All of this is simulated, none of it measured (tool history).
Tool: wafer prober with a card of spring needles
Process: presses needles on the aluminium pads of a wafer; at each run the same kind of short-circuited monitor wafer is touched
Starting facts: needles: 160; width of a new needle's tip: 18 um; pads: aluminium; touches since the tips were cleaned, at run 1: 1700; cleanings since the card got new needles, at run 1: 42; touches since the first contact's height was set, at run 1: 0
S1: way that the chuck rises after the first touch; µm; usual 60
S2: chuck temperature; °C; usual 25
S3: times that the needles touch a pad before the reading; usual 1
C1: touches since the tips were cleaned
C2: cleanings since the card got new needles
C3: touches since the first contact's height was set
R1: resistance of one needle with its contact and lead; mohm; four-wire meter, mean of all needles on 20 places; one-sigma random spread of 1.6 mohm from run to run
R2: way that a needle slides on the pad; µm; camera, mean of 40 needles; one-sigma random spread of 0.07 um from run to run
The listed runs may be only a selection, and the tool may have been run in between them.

run	day	S1	S2	S3	C1	C2	C3	R1	R2
1	0	60	25	1	1700	42	0	293	8.17
# day 0.221: tips cleaned on abrasive film
# day 0.767: tips cleaned on abrasive film
# day 1.312: tips cleaned on abrasive film
# day 1.854: tips cleaned on abrasive film
2	2.175	60	25	1	2382	46	16055	301	8.11
# day 2.396: tips cleaned on abrasive film
# day 2.942: tips cleaned on abrasive film
# day 3.488: tips cleaned on abrasive film
# day 4.033: tips cleaned on abrasive film
3	4.462	47	25	1	3194	50	32972	432	6.38
# day 4.575: tips cleaned on abrasive film
# day 5.121: tips cleaned on abrasive film
# day 5.658: tips cleaned on abrasive film
# day 6.204: tips cleaned on abrasive film
# day 6.75: tips cleaned on abrasive film
4	6.921	47	25	1	1261	55	51101	359	6.13
# day 7.25: tips cleaned on abrasive film
# day 7.796: tips cleaned on abrasive film
5	7.95	60	44	1	1145	57	58704	242	8.15
# day 8.279: tips cleaned on abrasive film
# day 8.825: tips cleaned on abrasive film
# day 9.371: tips cleaned on abrasive film
6	9.754	60	44	1	2837	60	72037	325	8.04
# day 9.867: tips cleaned on abrasive film
# day 10.412: tips cleaned on abrasive film
# day 10.95: tips cleaned on abrasive film
# day 11.492: tips cleaned on abrasive film
7	11.896	60	79	1	3036	64	87882	324	7.97
# day 12.008: tips cleaned on abrasive film
# day 12.55: tips cleaned on abrasive film
# day 12.988: tips cleaned on abrasive film
8	13.208	60	25	1	1655	67	97558	292	7.96
# day 13.433: tips cleaned on abrasive film
# day 13.979: tips cleaned on abrasive film
# day 14.521: tips cleaned on abrasive film
# day 15.054: tips cleaned on abrasive film
9	15.312	60	25	1	1932	71	113080	310	7.81
# day 15.533: tips cleaned on abrasive film
# day 16.079: tips cleaned on abrasive film
# day 16.625: tips cleaned on abrasive film
# day 17.062: tips cleaned on abrasive film
10	17.45	60	25	1	2858	75	128856	341	7.97
# day 17.562: tips cleaned on abrasive film
# day 18.108: tips cleaned on abrasive film
11	18.492	60	25	1	2848	77	136549	343	7.9
# day 18.604: tips cleaned on abrasive film
# day 19.15: tips cleaned on abrasive film
# day 19.696: tips cleaned on abrasive film
# day 20.242: tips cleaned on abrasive film
# day 20.679: tips cleaned on abrasive film
12	20.704	78	44	2	194	82	152887	165	10.28
# day 21.142: tips cleaned on abrasive film
# day 21.692: tips cleaned on abrasive film
# day 22.229: tips cleaned on abrasive film
# day 22.458: height of the first contact set anew
# day 22.779: tips cleaned on abrasive film
13	22.888	41	28	1	809	86	3160	354	5.54
# day 23.321: tips cleaned on abrasive film
# day 23.867: tips cleaned on abrasive film
# day 24.304: tips cleaned on abrasive film
# day 24.812: tips cleaned on abrasive film
14	24.812	41	28	1	0	90	17348	203	5.56
# day 25.358: tips cleaned on abrasive film
# day 25.904: tips cleaned on abrasive film
# day 26.446: tips cleaned on abrasive film
15	26.692	58	26	1	1829	93	31240	328	7.92
# day 26.912: tips cleaned on abrasive film
# day 27.454: tips cleaned on abrasive film
# day 28: tips cleaned on abrasive film
# day 28.438: tips cleaned on abrasive film
# day 28.958: tips cleaned on abrasive film
16	28.958	60	92	1	0	98	47980	185	8.1
# day 29.504: tips cleaned on abrasive film
# day 29.942: tips cleaned on abrasive film
# day 30.488: tips cleaned on abrasive film
# day 30.925: tips cleaned on abrasive film
17	31.346	51	81	2	3126	102	65613	322	6.94
# day 31.458: tips cleaned on abrasive film
# day 32.004: tips cleaned on abrasive film
# day 32.546: tips cleaned on abrasive film
# day 33.092: tips cleaned on abrasive film
# day 33.638: tips cleaned on abrasive film
18	33.729	50	25	1	673	107	83196	273	6.68
# day 34.167: tips cleaned on abrasive film
# day 34.712: tips cleaned on abrasive film
# day 35.25: tips cleaned on abrasive film
# day 35.692: tips cleaned on abrasive film
19	35.692	50	71	1	0	111	97696	186	6.46
# day 36.238: tips cleaned on abrasive film
# day 36.783: tips cleaned on abrasive film
20	36.958	50	71	1	1288	113	107053	352	6.53

Forecast each of these 4 alternatives for the next run:
# day 37.288: tips cleaned on abrasive film
# day 37.833: tips cleaned on abrasive film
# day 38.308: tips cleaned on abrasive film
A	38.308	50	71	1	0	116	117000	?	?
# day 37.288: tips cleaned on abrasive film
# day 37.833: tips cleaned on abrasive film
# day 38.308: tips cleaned on abrasive film
B	38.308	60	78	1	0	116	117000	?	?
# day 37.288: tips cleaned on abrasive film
# day 37.833: tips cleaned on abrasive film
# day 38.308: tips cleaned on abrasive film
C	38.308	57	25	1	0	116	117000	?	?
# day 37.288: tips cleaned on abrasive film
# day 37.833: tips cleaned on abrasive film
# day 38.308: tips cleaned on abrasive film
D	38.308	50	47	2	0	116	117000	?	?

run	R1	R2
A	192	6.59
B	181	7.73
C	173	7.42
D	180	6.5
Take away the tool's hidden state, keep each run's random variation, and the runs would have read:
run	R1	R2
A	163	6.91
B	160	8.05
C	150	7.73
D	160	6.82
